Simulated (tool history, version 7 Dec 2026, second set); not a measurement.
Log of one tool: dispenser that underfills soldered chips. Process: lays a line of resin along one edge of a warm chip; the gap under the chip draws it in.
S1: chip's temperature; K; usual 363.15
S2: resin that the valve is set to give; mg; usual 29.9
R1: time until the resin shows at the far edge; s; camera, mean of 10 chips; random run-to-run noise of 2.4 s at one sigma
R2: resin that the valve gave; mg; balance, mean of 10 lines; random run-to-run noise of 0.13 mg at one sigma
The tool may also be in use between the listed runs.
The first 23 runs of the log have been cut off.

run	hour	S1	S2	R1	R2
24	81.7	361.15	35.9	404.4	34.27
25	84.4	361.15	35.9	450.1	34.17
# hour 86.2: new syringe of resin
26	87.4	362.15	32.1	271.9	30.51
27	90.1	362.15	32.1	295.9	30.08
28	94.5	354.15	29.9	512.6	28.17
29	97.2	364.15	35.7	359.3	33.58
# hour 100.5: dispensing valve cleaned and set on the balance
30	100.6	353.15	29.2	640.8	29.18
# hour 102.5: new syringe of resin
31	105	353.15	29.2	414.5	28.99

Consider 5 possible next runs. They are alternatives, not a sequence: every one starts from the tool as it was left by run 31. What does each give?
A	108	353.15	35.9	?	?
B	108	370.15	33.3	?	?
C	108	359.15	29.9	?	?
D	108	358.15	32.9	?	?
E	108	356.15	33.9	?	?

run	R1	R2
A	453.9	35.69
B	231.4	33.23
C	363.1	29.69
D	373.8	32.73
E	403.8	33.69
Take away the tool's hidden state, keep each run's random variation, and the runs would have read:
run	R1	R2
A	349.8	35.83
B	179.2	33.36
C	280.5	29.81
D	288.7	32.86
E	311.6	33.83

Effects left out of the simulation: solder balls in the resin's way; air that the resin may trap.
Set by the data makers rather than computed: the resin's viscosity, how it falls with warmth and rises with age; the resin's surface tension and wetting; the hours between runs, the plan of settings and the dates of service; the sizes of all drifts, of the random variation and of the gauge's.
